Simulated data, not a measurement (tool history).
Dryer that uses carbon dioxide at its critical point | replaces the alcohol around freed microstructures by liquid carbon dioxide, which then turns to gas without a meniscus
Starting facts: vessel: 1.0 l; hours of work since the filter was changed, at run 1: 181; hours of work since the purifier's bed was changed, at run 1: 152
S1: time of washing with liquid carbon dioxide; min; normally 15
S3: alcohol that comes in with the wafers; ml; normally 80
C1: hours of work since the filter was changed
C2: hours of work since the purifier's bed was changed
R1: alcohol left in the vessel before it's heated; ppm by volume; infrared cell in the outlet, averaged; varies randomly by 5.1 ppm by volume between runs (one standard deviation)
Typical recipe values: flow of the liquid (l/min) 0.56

run 1 hour=0 | S1=15 flow_of_the_liquid_(l/min)=0.56 S3=80 | C1=181 C2=152 | R1=190
run 2 hour=12.9 | S1=15 flow_of_the_liquid_(l/min)=0.56 S3=80 | C1=185 C2=156 | R1=191
-- hour=19.9 inlet filter changed
run 3 hour=28 | S1=15 flow_of_the_liquid_(l/min)=0.56 S3=80 | C1=3 C2=160 | R1=107
run 4 hour=41.8 | S1=15 flow_of_the_liquid_(l/min)=0.937 S3=80 | C1=7 C2=164 | R1=33
run 5 hour=51.8 | S1=15 flow_of_the_liquid_(l/min)=0.937 S3=80 | C1=10 C2=168 | R1=27
run 6 hour=67.6 | S1=15 flow_of_the_liquid_(l/min)=0.937 S3=80 | C1=15 C2=172 | R1=39
run 7 hour=82 | S1=13 flow_of_the_liquid_(l/min)=0.842 S3=80 | C1=19 C2=177 | R1=39
run 8 hour=103.8 | S1=15 flow_of_the_liquid_(l/min)=0.56 S3=32 | C1=26 C2=184 | R1=64
run 9 hour=120.5 | S1=17 flow_of_the_liquid_(l/min)=0.56 S3=30 | C1=32 C2=189 | R1=37
run 10 hour=141.4 | S1=17 flow_of_the_liquid_(l/min)=0.56 S3=39 | C1=38 C2=196 | R1=56
run 11 hour=157.5 | S1=10 flow_of_the_liquid_(l/min)=0.523 S3=80 | C1=43 C2=201 | R1=1243

Take each entry between the runs: how does the hidden state at the last listed run before it differ from the hidden state at the first listed run after it?
In the gap between runs 2 and 3: inlet filter changed (hour 19.9)
  flow that reaches the vessel past the clogged filter, %: 87.9 -> 98.8; alcohol in the recycled carbon dioxide, ppm: 30.8 -> 31.5
  the result without the hidden state subtracted from the measured one, R1: +116 -> +31 ppm by volume
